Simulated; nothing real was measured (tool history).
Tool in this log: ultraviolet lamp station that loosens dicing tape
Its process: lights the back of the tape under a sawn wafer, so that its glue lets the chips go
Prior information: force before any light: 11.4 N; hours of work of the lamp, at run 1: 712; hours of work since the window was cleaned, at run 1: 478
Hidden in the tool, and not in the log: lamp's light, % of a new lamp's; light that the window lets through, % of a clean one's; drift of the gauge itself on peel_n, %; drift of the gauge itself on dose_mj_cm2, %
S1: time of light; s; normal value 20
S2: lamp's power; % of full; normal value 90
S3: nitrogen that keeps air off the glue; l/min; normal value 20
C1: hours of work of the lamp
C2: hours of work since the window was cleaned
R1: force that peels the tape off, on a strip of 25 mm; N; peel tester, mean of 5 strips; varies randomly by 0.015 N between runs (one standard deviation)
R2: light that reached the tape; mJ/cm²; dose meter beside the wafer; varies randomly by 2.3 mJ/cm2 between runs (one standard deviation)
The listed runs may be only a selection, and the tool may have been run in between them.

{"run": 1, "hour": 0.0, "S1": 20, "S2": 90, "S3": 20, "C1": 712, "C2": 478, "R1": 1.578, "R2": 162}
{"run": 2, "hour": 31.7, "S1": 20, "S2": 90, "S3": 20, "C1": 729, "C2": 495, "R1": 1.714, "R2": 160}
{"run": 3, "hour": 63.7, "S1": 20, "S2": 90, "S3": 20, "C1": 746, "C2": 512, "R1": 1.693, "R2": 157}
{"run": 4, "hour": 90.8, "S1": 13, "S2": 90, "S3": 20, "C1": 761, "C2": 527, "R1": 3.337, "R2": 102}
{"run": 5, "hour": 116.4, "S1": 20, "S2": 90, "S3": 20, "C1": 775, "C2": 541, "R1": 1.799, "R2": 158}
{"run": 6, "hour": 134.0, "S1": 20, "S2": 90, "S3": 20, "C1": 784, "C2": 550, "R1": 1.803, "R2": 159}
{"run": 7, "hour": 161.6, "S1": 20, "S2": 90, "S3": 20, "C1": 799, "C2": 565, "R1": 1.789, "R2": 156}
{"run": 8, "hour": 186.0, "S1": 20, "S2": 90, "S3": 20, "C1": 812, "C2": 578, "R1": 1.897, "R2": 156}
{"run": 9, "hour": 204.6, "S1": 20, "S2": 90, "S3": 20, "C1": 822, "C2": 588, "R1": 1.893, "R2": 153}
{"run": 10, "hour": 221.4, "S1": 20, "S2": 90, "S3": 20, "C1": 831, "C2": 597, "R1": 1.859, "R2": 151}
{"run": 11, "hour": 236.0, "S1": 20, "S2": 90, "S3": 20, "C1": 839, "C2": 605, "R1": 1.922, "R2": 153}
{"run": 12, "hour": 250.3, "S1": 20, "S2": 90, "S3": 20, "C1": 847, "C2": 613, "R1": 1.974, "R2": 152}
{"run": 13, "hour": 281.5, "S1": 20, "S2": 90, "S3": 8, "C1": 864, "C2": 630, "R1": 3.137, "R2": 147}
{"run": 14, "hour": 306.6, "S1": 20, "S2": 90, "S3": 8, "C1": 877, "C2": 643, "R1": 3.259, "R2": 150}
{"run": 15, "hour": 337.0, "S1": 20, "S2": 90, "S3": 8, "C1": 893, "C2": 659, "R1": 3.222, "R2": 151}
{"hour": 339.8, "done": "window cleaned of glue's vapour"}
{"run": 16, "hour": 359.0, "S1": 20, "S2": 90, "S3": 8, "C1": 905, "C2": 10, "R1": 2.522, "R2": 171}
{"run": 17, "hour": 387.5, "S1": 20, "S2": 90, "S3": 6, "C1": 920, "C2": 26, "R1": 3.155, "R2": 171}
{"run": 18, "hour": 402.1, "S1": 20, "S2": 90, "S3": 6, "C1": 928, "C2": 34, "R1": 3.163, "R2": 169}
{"run": 19, "hour": 427.9, "S1": 20, "S2": 90, "S3": 6, "C1": 942, "C2": 47, "R1": 3.008, "R2": 166}
{"run": 20, "hour": 444.1, "S1": 20, "S2": 90, "S3": 6, "C1": 951, "C2": 56, "R1": 3.174, "R2": 170}
{"run": 21, "hour": 465.9, "S1": 20, "S2": 61, "S3": 20, "C1": 963, "C2": 68, "R1": 3.011, "R2": 112}
{"run": 22, "hour": 484.6, "S1": 12, "S2": 98, "S3": 20, "C1": 973, "C2": 78, "R1": 3.281, "R2": 103}
{"run": 23, "hour": 519.0, "S1": 12, "S2": 98, "S3": 20, "C1": 991, "C2": 96, "R1": 3.35, "R2": 106}
{"run": 24, "hour": 544.2, "S1": 12, "S2": 98, "S3": 20, "C1": 1005, "C2": 110, "R1": 3.281, "R2": 106}
{"run": 25, "hour": 561.0, "S1": 37, "S2": 66, "S3": 16, "C1": 1014, "C2": 119, "R1": 1.065, "R2": 214}
{"run": 26, "hour": 580.1, "S1": 37, "S2": 66, "S3": 16, "C1": 1024, "C2": 129, "R1": 1.149, "R2": 218}
{"run": 27, "hour": 603.1, "S1": 37, "S2": 66, "S3": 12, "C1": 1036, "C2": 142, "R1": 1.444, "R2": 208}
{"run": 28, "hour": 624.0, "S1": 37, "S2": 66, "S3": 12, "C1": 1048, "C2": 153, "R1": 1.442, "R2": 211}
{"run": 29, "hour": 650.9, "S1": 27, "S2": 66, "S3": 10, "C1": 1062, "C2": 167, "R1": 2.825, "R2": 152}
{"run": 30, "hour": 678.7, "S1": 36, "S2": 62, "S3": 23, "C1": 1077, "C2": 182, "R1": 1.098, "R2": 191}
{"run": 31, "hour": 712.2, "S1": 36, "S2": 62, "S3": 23, "C1": 1095, "C2": 200, "R1": 1.208, "R2": 190}
{"hour": 741.9, "done": "lamp changed"}
{"run": 32, "hour": 746.2, "S1": 36, "S2": 62, "S3": 11, "C1": 2, "C2": 218, "R1": 0.793, "R2": 287}
{"run": 33, "hour": 764.6, "S1": 36, "S2": 64, "S3": 40, "C1": 12, "C2": 228, "R1": 0.251, "R2": 293}
{"run": 34, "hour": 786.2, "S1": 18, "S2": 82, "S3": 22, "C1": 24, "C2": 240, "R1": 1.252, "R2": 190}
{"run": 35, "hour": 816.0, "S1": 26, "S2": 64, "S3": 14, "C1": 40, "C2": 256, "R1": 1.319, "R2": 209}
{"run": 36, "hour": 838.2, "S1": 35, "S2": 64, "S3": 20, "C1": 52, "C2": 268, "R1": 0.522, "R2": 277}
{"run": 37, "hour": 856.3, "S1": 35, "S2": 64, "S3": 20, "C1": 62, "C2": 277, "R1": 0.525, "R2": 276}
{"run": 38, "hour": 875.0, "S1": 20, "S2": 92, "S3": 9, "C1": 72, "C2": 288, "R1": 1.564, "R2": 225}
{"run": 39, "hour": 893.7, "S1": 20, "S2": 92, "S3": 9, "C1": 82, "C2": 298, "R1": 1.577, "R2": 226}

What will run 40 give?
{"run": 40, "hour": 925.3, "S1": 22, "S2": 73, "S3": 9, "C1": 99, "C2": 315, "R1": "?", "R2": "?"}

Run 40 measured R1 2.002 N, R2 196 mJ/cm².
Without the tool's hidden state the same run would have given R1 1.646 N, R2 219 mJ/cm².
